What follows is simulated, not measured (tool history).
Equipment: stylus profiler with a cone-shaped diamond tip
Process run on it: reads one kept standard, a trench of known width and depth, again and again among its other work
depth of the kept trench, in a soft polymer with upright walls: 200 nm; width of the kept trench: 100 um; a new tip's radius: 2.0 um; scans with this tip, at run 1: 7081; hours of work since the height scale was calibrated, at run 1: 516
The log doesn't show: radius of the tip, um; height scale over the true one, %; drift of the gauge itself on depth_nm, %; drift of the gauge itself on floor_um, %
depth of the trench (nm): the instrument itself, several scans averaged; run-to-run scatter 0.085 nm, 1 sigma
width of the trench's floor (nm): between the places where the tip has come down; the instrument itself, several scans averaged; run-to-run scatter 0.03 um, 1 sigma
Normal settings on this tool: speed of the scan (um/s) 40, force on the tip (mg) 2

| run | hour | speed of the scan (um/s) | force on the tip (mg) | scans with this tip | hours of work since the height scale was calibrated | depth of the trench (nm) | width of the trench's floor (nm) |
|---|---|---|---|---|---|---|---|
| 1 | 0 | 40 | 2 | 7081 | 516 | 201.43 | 97900 |
| 2 | 12 | 40 | 2 | 7153 | 521 | 201.36 | 97930 |
| 3 | 20.4 | 30 | 2 | 7204 | 525 | 201.56 | 97920 |
| 4 | 28.5 | 30 | 2 | 7252 | 529 | 201.39 | 97920 |
| 5 | 41.3 | 30 | 2 | 7329 | 534 | 201.56 | 97890 |
| 6 | 54.1 | 30 | 2 | 7405 | 540 | 201.51 | 97910 |
| 7 | 61.1 | 40 | 2 | 7448 | 543 | 201.66 | 97910 |
| 8 | 73.4 | 40 | 2 | 7521 | 548 | 201.51 | 97900 |
| 9 | 83.4 | 37 | 2 | 7581 | 553 | 201.66 | 97890 |
| 10 | 90 | 37 | 2 | 7621 | 555 | 201.45 | 97900 |
| 11 | 101.2 | 40 | 1.72 | 7688 | 560 | 201.26 | 97870 |
| 12 | 109.2 | 36 | 1.72 | 7736 | 564 | 201.21 | 97870 |
| 13 | 122.8 | 36 | 1.72 | 7817 | 570 | 201.08 | 97870 |
| 14 | 131 | 21 | 2 | 7867 | 573 | 201.29 | 97910 |
| 15 | 145.8 | 40 | 4.68 | 7956 | 580 | 202.62 | 97860 |
| 16 | 156.2 | 53 | 5.67 | 8018 | 584 | 203.21 | 97880 |
| 17 | 168.4 | 33 | 2.63 | 8091 | 590 | 201.82 | 97880 |
| 18 | 177.3 | 40 | 4.4 | 8145 | 594 | 202.81 | 97860 |

The next listed run, before its measurement:
| 19 | 184.6 | 40 | 2.17 | 8189 | 597 | ? | ? |

Run 19 produced depth of the trench (nm) 201.43, width of the trench's floor (nm) 97840.
Had the tool carried no hidden state, the very same run would have given depth of the trench (nm) 201.64, width of the trench's floor (nm) 98140.

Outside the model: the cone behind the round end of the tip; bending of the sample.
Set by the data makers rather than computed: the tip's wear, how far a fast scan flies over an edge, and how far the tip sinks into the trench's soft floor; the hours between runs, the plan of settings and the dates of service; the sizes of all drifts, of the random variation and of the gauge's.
